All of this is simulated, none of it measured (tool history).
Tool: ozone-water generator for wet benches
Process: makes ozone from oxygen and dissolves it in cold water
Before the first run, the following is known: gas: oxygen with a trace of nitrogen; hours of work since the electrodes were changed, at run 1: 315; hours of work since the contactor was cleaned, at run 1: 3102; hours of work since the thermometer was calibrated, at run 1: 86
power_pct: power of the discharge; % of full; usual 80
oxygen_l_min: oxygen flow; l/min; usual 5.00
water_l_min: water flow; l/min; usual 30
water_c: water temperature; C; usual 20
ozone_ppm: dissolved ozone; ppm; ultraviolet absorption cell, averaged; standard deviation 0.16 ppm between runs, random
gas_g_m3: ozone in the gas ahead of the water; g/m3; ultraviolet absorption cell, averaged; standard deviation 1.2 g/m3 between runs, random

run     day  power_pct  oxygen_l_min  water_l_min  water_c  hours of work since the electrodes were changed  hours of work since the contactor was cleaned  hours of work since the thermometer was calibrated  ozone_ppm  gas_g_m3
  1   0.000         80          5.00           30       20                                              315                                           3102                                                  86       21.2     229.8
  2   3.167         56          5.00           30       20                                              378                                           3165                                                 149       15.7     170.0
  3   8.288         81          5.00           30       20                                              479                                           3266                                                 250       21.3     232.2
  4  12.954         81          5.00           30       20                                              572                                           3359                                                 343       21.0     232.3
  5  17.388         81          5.00           30       20                                              660                                           3446                                                 431       21.6     229.1
  6  20.650         81          5.00           30       20                                              724                                           3511                                                 495       21.2     233.1
  7  24.417         81          5.00           30       20                                              799                                           3586                                                 570       21.3     232.8
  8  27.942         81          5.00           30       20                                              869                                           3655                                                 640       21.5     231.4
  9  31.208         81          5.00           30       20                                              933                                           3720                                                 704       21.3     233.7
 10  33.867         80          5.00           30       20                                              986                                           3773                                                 757       20.7     229.9
 11  37.683         80          5.00           30       20                                             1062                                           3848                                                 833       21.1     228.3
 12  40.821         80          5.00           30       20                                             1124                                           3910                                                 895       21.1     229.6
 13  45.129         80          5.00           30       20                                             1209                                           3996                                                 980       21.2     229.6
 14  48.158         45          5.00           45       23                                             1269                                           4056                                                1040        9.1     140.1
 15  52.646         53          5.14           30       20                                             1358                                           4145                                                1129       15.1     159.7
 16  56.583         48          5.00           24       23                                             1436                                           4223                                                1207       15.8     150.0
 17  61.300         91          5.00           30       20                                             1529                                           4316                                                1300       23.4     255.2
 18  65.775         80          3.49           30       19                                             1618                                           4405                                                1389       19.2     270.9
 19  70.979         80          5.00           21       15                                             1721                                           4508                                                1492       29.3     231.1
 20  75.808         49          5.00           48       21                                             1816                                           4603                                                1588        9.3     151.8

Consider 3 possible next runs. They are alternatives, not a sequence: every one starts from the tool as it was left by run 20. What does each give?
  A  80.808         49          3.34           26       19                                             1916                                           4702                                                1687          ?         ?
  B  80.808         97          5.00           30       20                                             1916                                           4702                                                1687          ?         ?
  C  80.808         80          5.00           28       20                                             1916                                           4702                                                1687          ?         ?

run  ozone_ppm  gas_g_m3
  A       14.3     179.4
  B       24.6     271.5
  C       22.1     230.6
Without the tool's unlogged condition, the same runs would have read:
run  ozone_ppm  gas_g_m3
  A       14.3     179.4
  B       24.7     271.5
  C       22.1     230.7
